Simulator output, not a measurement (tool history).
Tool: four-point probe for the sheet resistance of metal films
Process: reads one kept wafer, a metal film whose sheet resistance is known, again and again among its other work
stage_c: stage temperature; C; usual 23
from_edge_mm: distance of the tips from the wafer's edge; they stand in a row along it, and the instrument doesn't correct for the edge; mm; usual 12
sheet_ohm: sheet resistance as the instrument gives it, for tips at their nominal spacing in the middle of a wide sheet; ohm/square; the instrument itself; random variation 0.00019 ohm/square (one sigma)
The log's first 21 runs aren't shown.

| run | hour | stage_c | from_edge_mm | touches since the probe head was changed | hours of work since the stage's thermometer was calibrated | sheet_ohm |
|---|---|---|---|---|---|---|
| 22 | 798.8 | 23 | 14 | 59719 | 443 | 0.924878 |
|  | 804 | stage's thermometer calibrated |
| 23 | 834.6 | 23 | 21 | 60841 | 12 | 0.922174 |
| 24 | 885.5 | 23 | 21 | 62461 | 33 | 0.921724 |
| 25 | 941.5 | 28 | 28 | 64243 | 56 | 0.918773 |
|  | 978.8 | stage's thermometer calibrated, once more |
| 26 | 995.6 | 28 | 28 | 65946 | 7 | 0.919326 |
| 27 | 1033.7 | 23 | 25 | 67160 | 22 | 0.921728 |
| 28 | 1071.4 | 22 | 19 | 68358 | 38 | 0.922919 |
| 29 | 1122 | 35 | 14 | 69967 | 58 | 0.918856 |
| 30 | 1150.3 | 27 | 50 | 70869 | 70 | 0.918589 |
| 31 | 1175 | 25 | 15 | 71655 | 80 | 0.922845 |
| 32 | 1222.3 | 22 | 47 | 73161 | 99 | 0.920684 |
| 33 | 1274.5 | 34 | 23 | 74821 | 120 | 0.916315 |
| 34 | 1304.6 | 19 | 19 | 75778 | 132 | 0.923857 |
| 35 | 1345.7 | 25 | 9 | 77085 | 149 | 0.928338 |
| 36 | 1378.6 | 28 | 9 | 78132 | 162 | 0.927039 |
| 37 | 1427.2 | 31 | 9 | 79677 | 182 | 0.925653 |
| 38 | 1475.9 | 31 | 9 | 81226 | 202 | 0.925347 |
| 39 | 1504.4 | 21 | 15 | 82133 | 214 | 0.923607 |
| 40 | 1531.7 | 21 | 15 | 83002 | 225 | 0.92373 |
| 41 | 1567.1 | 21 | 15 | 84129 | 239 | 0.923365 |
| 42 | 1608.5 | 21 | 15 | 85444 | 256 | 0.923727 |
| 43 | 1656.9 | 21 | 15 | 86983 | 275 | 0.923242 |
| 44 | 1712 | 22 | 6 | 88738 | 298 | 0.940983 |
| 45 | 1766.7 | 27 | 12 | 90478 | 320 | 0.922415 |

4 ways to go on from here, each from the tool as it stands after run 45. What would each give?
| A | 1821.9 | 18 | 22 | 92234 | 343 | ? |
| B | 1821.9 | 19 | 35 | 92234 | 343 | ? |
| C | 1821.9 | 33 | 3 | 92234 | 343 | ? |
| D | 1821.9 | 26 | 50 | 92234 | 343 | ? |

| run | sheet_ohm |
|---|---|
| A | 0.922506 |
| B | 0.921284 |
| C | 0.993822 |
| D | 0.917522 |
Without the tool's hidden state the same runs would have given:
| run | sheet_ohm |
|---|---|
| A | 0.926718 |
| B | 0.925491 |
| C | 0.998324 |
| D | 0.92171 |
